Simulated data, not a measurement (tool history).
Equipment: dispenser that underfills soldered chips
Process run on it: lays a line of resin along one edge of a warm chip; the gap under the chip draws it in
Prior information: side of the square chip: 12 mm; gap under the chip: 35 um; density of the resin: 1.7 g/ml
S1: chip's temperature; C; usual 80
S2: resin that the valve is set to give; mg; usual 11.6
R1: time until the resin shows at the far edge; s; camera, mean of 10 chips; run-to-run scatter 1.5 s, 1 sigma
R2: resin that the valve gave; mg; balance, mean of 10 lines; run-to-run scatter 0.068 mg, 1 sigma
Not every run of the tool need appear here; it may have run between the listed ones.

{"run": 1, "hour": 0.0, "S1": 80, "S2": 11.6, "R1": 152.6, "R2": 11.34}
{"run": 2, "hour": 5.8, "S1": 80, "S2": 11.6, "R1": 179.4, "R2": 11.36}
{"run": 3, "hour": 12.0, "S1": 80, "S2": 11.6, "R1": 213.7, "R2": 11.32}
{"hour": 16.3, "done": "new syringe of resin"}
{"run": 4, "hour": 17.0, "S1": 80, "S2": 11, "R1": 153, "R2": 10.61}
{"run": 5, "hour": 22.1, "S1": 80, "S2": 11, "R1": 177.7, "R2": 10.68}
{"run": 6, "hour": 25.5, "S1": 80, "S2": 11, "R1": 195.2, "R2": 10.71}
{"run": 7, "hour": 28.4, "S1": 80, "S2": 11, "R1": 215.2, "R2": 10.72}
{"hour": 33.4, "done": "new syringe of resin"}
{"run": 8, "hour": 34.6, "S1": 80, "S2": 11, "R1": 155.4, "R2": 10.55}
{"run": 9, "hour": 37.4, "S1": 80, "S2": 11, "R1": 170.3, "R2": 10.56}
{"run": 10, "hour": 43.1, "S1": 77, "S2": 11.8, "R1": 230, "R2": 11.3}
{"run": 11, "hour": 45.6, "S1": 90, "S2": 11.9, "R1": 128.8, "R2": 11.53}
{"hour": 50.4, "done": "new syringe of resin"}
{"run": 12, "hour": 50.7, "S1": 90, "S2": 15, "R1": 87.4, "R2": 14.58}
{"run": 13, "hour": 56.7, "S1": 90, "S2": 15, "R1": 103.2, "R2": 14.4}
{"run": 14, "hour": 62.3, "S1": 87, "S2": 15, "R1": 142.7, "R2": 14.32}
{"hour": 67.3, "done": "new syringe of resin"}
{"run": 15, "hour": 67.9, "S1": 85, "S2": 14.2, "R1": 113.3, "R2": 13.49}
{"run": 16, "hour": 70.5, "S1": 85, "S2": 14.2, "R1": 122.1, "R2": 13.48}

Branching from run 16: 4 alternative next runs. What would each branch give?
{"run": "A", "hour": 73.3, "S1": 77, "S2": 11.6, "R1": "?", "R2": "?"}
{"run": "B", "hour": 73.3, "S1": 87, "S2": 11.6, "R1": "?", "R2": "?"}
{"run": "C", "hour": 73.3, "S1": 74, "S2": 11.4, "R1": "?", "R2": "?"}
{"run": "D", "hour": 73.3, "S1": 80, "S2": 14.6, "R1": "?", "R2": "?"}

run=A R1=206 R2=10.94
run=B R1=125.8 R2=11.04
run=C R1=246.5 R2=10.87
run=D R1=165.7 R2=13.82
The same runs, with their run-to-run variation unchanged, on a tool lacking any hidden condition would have given:
run=A R1=165.4 R2=11.49
run=B R1=101.2 R2=11.6
run=C R1=197.8 R2=11.42
run=D R1=134.4 R2=14.52
